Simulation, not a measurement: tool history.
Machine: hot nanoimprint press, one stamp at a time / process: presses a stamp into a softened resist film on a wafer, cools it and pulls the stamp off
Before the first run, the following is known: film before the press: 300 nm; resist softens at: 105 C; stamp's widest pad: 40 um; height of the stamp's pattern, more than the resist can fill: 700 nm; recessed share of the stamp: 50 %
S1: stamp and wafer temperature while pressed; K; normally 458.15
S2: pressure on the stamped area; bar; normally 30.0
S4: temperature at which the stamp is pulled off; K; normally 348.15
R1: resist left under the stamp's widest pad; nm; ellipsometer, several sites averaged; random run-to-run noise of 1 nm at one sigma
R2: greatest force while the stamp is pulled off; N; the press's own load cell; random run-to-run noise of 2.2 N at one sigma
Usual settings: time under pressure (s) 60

run 1 hour=0.0 | S1=458.15 S2=30.0 time_under_pressure_(s)=60 S4=348.15 | R1=153.7 R2=118
run 2 hour=37.2 | S1=458.15 S2=30.0 time_under_pressure_(s)=60 S4=348.15 | R1=155.3 R2=120
run 3 hour=67.4 | S1=458.15 S2=30.0 time_under_pressure_(s)=60 S4=348.15 | R1=154.6 R2=125
run 4 hour=99.2 | S1=458.15 S2=30.0 time_under_pressure_(s)=113 S4=348.15 | R1=120.7 R2=131
run 5 hour=119.7 | S1=458.15 S2=30.0 time_under_pressure_(s)=113 S4=348.15 | R1=121.5 R2=130
run 6 hour=155.9 | S1=458.15 S2=30.0 time_under_pressure_(s)=113 S4=348.15 | R1=122.9 R2=135
run 7 hour=193.8 | S1=458.15 S2=30.0 time_under_pressure_(s)=113 S4=348.15 | R1=123.1 R2=142
run 8 hour=214.1 | S1=458.15 S2=30.0 time_under_pressure_(s)=60 S4=348.15 | R1=157.2 R2=144
-- hour=246.3 stamp cleaned and given a new release coat
run 9 hour=249.8 | S1=458.15 S2=30.0 time_under_pressure_(s)=60 S4=348.15 | R1=156.2 R2=98
run 10 hour=281.9 | S1=458.15 S2=30.0 time_under_pressure_(s)=60 S4=348.15 | R1=159.5 R2=102
run 11 hour=298.8 | S1=458.15 S2=30.0 time_under_pressure_(s)=60 S4=348.15 | R1=160.9 R2=106
run 12 hour=336.9 | S1=458.15 S2=30.0 time_under_pressure_(s)=60 S4=348.15 | R1=163.9 R2=108
run 13 hour=354.9 | S1=458.15 S2=30.0 time_under_pressure_(s)=60 S4=348.15 | R1=161.5 R2=107
run 14 hour=374.8 | S1=458.15 S2=30.0 time_under_pressure_(s)=60 S4=348.15 | R1=162.5 R2=119
run 15 hour=406.7 | S1=458.15 S2=26.8 time_under_pressure_(s)=60 S4=348.15 | R1=169.0 R2=118
-- hour=412.7 plate thermocouple calibrated
run 16 hour=441.5 | S1=453.15 S2=26.8 time_under_pressure_(s)=60 S4=334.15 | R1=217.5 R2=154
run 17 hour=478.4 | S1=458.15 S2=44.2 time_under_pressure_(s)=118 S4=351.15 | R1=114.4 R2=128
run 18 hour=495.9 | S1=458.15 S2=44.0 time_under_pressure_(s)=60 S4=348.15 | R1=151.1 R2=134
run 19 hour=512.9 | S1=458.15 S2=44.0 time_under_pressure_(s)=60 S4=348.15 | R1=152.3 R2=137
run 20 hour=529.2 | S1=456.15 S2=31.1 time_under_pressure_(s)=60 S4=334.15 | R1=187.6 R2=167
run 21 hour=545.3 | S1=456.15 S2=31.1 time_under_pressure_(s)=60 S4=334.15 | R1=187.9 R2=171
run 22 hour=576.1 | S1=458.15 S2=39.2 time_under_pressure_(s)=60 S4=348.15 | R1=160.6 R2=142
run 23 hour=607.7 | S1=469.15 S2=26.7 time_under_pressure_(s)=31 S4=337.15 | R1=145.5 R2=173
run 24 hour=638.3 | S1=469.15 S2=26.7 time_under_pressure_(s)=31 S4=337.15 | R1=146.4 R2=177
-- hour=643.8 plate thermocouple calibrated, once more
-- hour=667.4 stamp cleaned and given a new release coat
run 25 hour=674.5 | S1=469.15 S2=21.6 time_under_pressure_(s)=106 S4=339.15 | R1=79.4 R2=118
run 26 hour=693.0 | S1=469.15 S2=21.6 time_under_pressure_(s)=106 S4=339.15 | R1=80.1 R2=117
run 27 hour=709.3 | S1=469.15 S2=21.6 time_under_pressure_(s)=106 S4=339.15 | R1=80.6 R2=119
-- hour=735.0 press's hydraulic seals changed and the load cell set to zero
run 28 hour=740.1 | S1=458.15 S2=30.0 time_under_pressure_(s)=60 S4=342.15 | R1=149.3 R2=115
run 29 hour=765.0 | S1=458.15 S2=39.9 time_under_pressure_(s)=60 S4=351.15 | R1=133.4 R2=103

Forecast each of these 5 alternatives for the next run:
run A hour=793.5 | S1=458.15 S2=30.0 time_under_pressure_(s)=112 S4=348.15 | R1=? R2=?
run B hour=793.5 | S1=458.15 S2=27.5 time_under_pressure_(s)=60 S4=351.15 | R1=? R2=?
run C hour=793.5 | S1=461.15 S2=30.0 time_under_pressure_(s)=60 S4=348.15 | R1=? R2=?
run D hour=793.5 | S1=460.15 S2=34.9 time_under_pressure_(s)=60 S4=337.15 | R1=? R2=?
run E hour=793.5 | S1=458.15 S2=39.9 time_under_pressure_(s)=55 S4=351.15 | R1=? R2=?

run=A R1=117.8 R2=109
run=B R1=155.9 R2=104
run=C R1=128.9 R2=111
run=D R1=129.2 R2=132
run=E R1=137.3 R2=105
With no hidden state in the tool, these same runs would have given:
run=A R1=115.2 R2=96
run=B R1=153.0 R2=92
run=C R1=126.3 R2=97
run=D R1=126.5 R2=116
run=E R1=134.4 R2=92
